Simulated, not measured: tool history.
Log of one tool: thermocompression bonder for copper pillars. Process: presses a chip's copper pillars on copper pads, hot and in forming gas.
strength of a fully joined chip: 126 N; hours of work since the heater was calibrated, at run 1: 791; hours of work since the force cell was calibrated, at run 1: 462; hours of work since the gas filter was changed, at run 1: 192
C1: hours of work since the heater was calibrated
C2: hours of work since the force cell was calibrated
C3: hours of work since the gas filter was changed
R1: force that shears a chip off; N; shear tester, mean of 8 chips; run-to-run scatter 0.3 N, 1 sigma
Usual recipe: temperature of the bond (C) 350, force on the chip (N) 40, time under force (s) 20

run 1 hour=0.0 | temperature_of_the_bond_(C)=350 force_on_the_chip_(N)=40 time_under_force_(s)=20 | C1=791 C2=462 C3=192 | R1=83.7
run 2 hour=25.7 | temperature_of_the_bond_(C)=350 force_on_the_chip_(N)=40 time_under_force_(s)=20 | C1=806 C2=476 C3=207 | R1=82.9
run 3 hour=49.9 | temperature_of_the_bond_(C)=350 force_on_the_chip_(N)=40 time_under_force_(s)=20 | C1=819 C2=490 C3=221 | R1=83.5
run 4 hour=64.1 | temperature_of_the_bond_(C)=350 force_on_the_chip_(N)=49 time_under_force_(s)=20 | C1=827 C2=498 C3=229 | R1=91.5
run 5 hour=89.0 | temperature_of_the_bond_(C)=350 force_on_the_chip_(N)=49 time_under_force_(s)=20 | C1=842 C2=512 C3=243 | R1=91.5
run 6 hour=114.5 | temperature_of_the_bond_(C)=350 force_on_the_chip_(N)=49 time_under_force_(s)=20 | C1=856 C2=527 C3=258 | R1=92.0
run 7 hour=131.4 | temperature_of_the_bond_(C)=350 force_on_the_chip_(N)=40 time_under_force_(s)=20 | C1=866 C2=536 C3=267 | R1=82.6
run 8 hour=160.1 | temperature_of_the_bond_(C)=339 force_on_the_chip_(N)=40 time_under_force_(s)=20 | C1=882 C2=553 C3=284 | R1=78.2
run 9 hour=178.9 | temperature_of_the_bond_(C)=363 force_on_the_chip_(N)=40 time_under_force_(s)=20 | C1=893 C2=563 C3=294 | R1=87.9
run 10 hour=196.2 | temperature_of_the_bond_(C)=363 force_on_the_chip_(N)=40 time_under_force_(s)=20 | C1=903 C2=573 C3=304 | R1=88.4
run 11 hour=224.0 | temperature_of_the_bond_(C)=363 force_on_the_chip_(N)=40 time_under_force_(s)=20 | C1=919 C2=589 C3=320 | R1=87.8
run 12 hour=250.0 | temperature_of_the_bond_(C)=363 force_on_the_chip_(N)=40 time_under_force_(s)=20 | C1=933 C2=604 C3=335 | R1=87.7
run 13 hour=273.1 | temperature_of_the_bond_(C)=363 force_on_the_chip_(N)=40 time_under_force_(s)=20 | C1=947 C2=617 C3=348 | R1=87.7
run 14 hour=286.2 | temperature_of_the_bond_(C)=350 force_on_the_chip_(N)=40 time_under_force_(s)=20 | C1=954 C2=625 C3=355 | R1=82.8
run 15 hour=315.8 | temperature_of_the_bond_(C)=350 force_on_the_chip_(N)=40 time_under_force_(s)=20 | C1=971 C2=641 C3=372 | R1=82.4
run 16 hour=331.8 | temperature_of_the_bond_(C)=350 force_on_the_chip_(N)=40 time_under_force_(s)=20 | C1=980 C2=651 C3=381 | R1=82.4
run 17 hour=352.3 | temperature_of_the_bond_(C)=350 force_on_the_chip_(N)=40 time_under_force_(s)=20 | C1=992 C2=662 C3=393 | R1=82.6
run 18 hour=378.9 | temperature_of_the_bond_(C)=350 force_on_the_chip_(N)=40 time_under_force_(s)=20 | C1=1007 C2=677 C3=408 | R1=82.3
run 19 hour=408.3 | temperature_of_the_bond_(C)=350 force_on_the_chip_(N)=40 time_under_force_(s)=20 | C1=1023 C2=694 C3=425 | R1=82.2
run 20 hour=438.0 | temperature_of_the_bond_(C)=350 force_on_the_chip_(N)=40 time_under_force_(s)=20 | C1=1040 C2=711 C3=442 | R1=81.7
run 21 hour=457.6 | temperature_of_the_bond_(C)=350 force_on_the_chip_(N)=27 time_under_force_(s)=51 | C1=1052 C2=722 C3=453 | R1=85.3
-- hour=459.8 forming gas filter changed
run 22 hour=472.5 | temperature_of_the_bond_(C)=341 force_on_the_chip_(N)=40 time_under_force_(s)=19 | C1=1060 C2=730 C3=7 | R1=81.4

For run 23, what comes out?
run 23 hour=495.5 | temperature_of_the_bond_(C)=328 force_on_the_chip_(N)=40 time_under_force_(s)=20 | C1=1073 C2=744 C3=20 | R1=?

{"run 23": {"R1": 76.6}}
Were there no unlogged condition in the tool, this run, its random variation unchanged, would have produced R1 72.1 N.
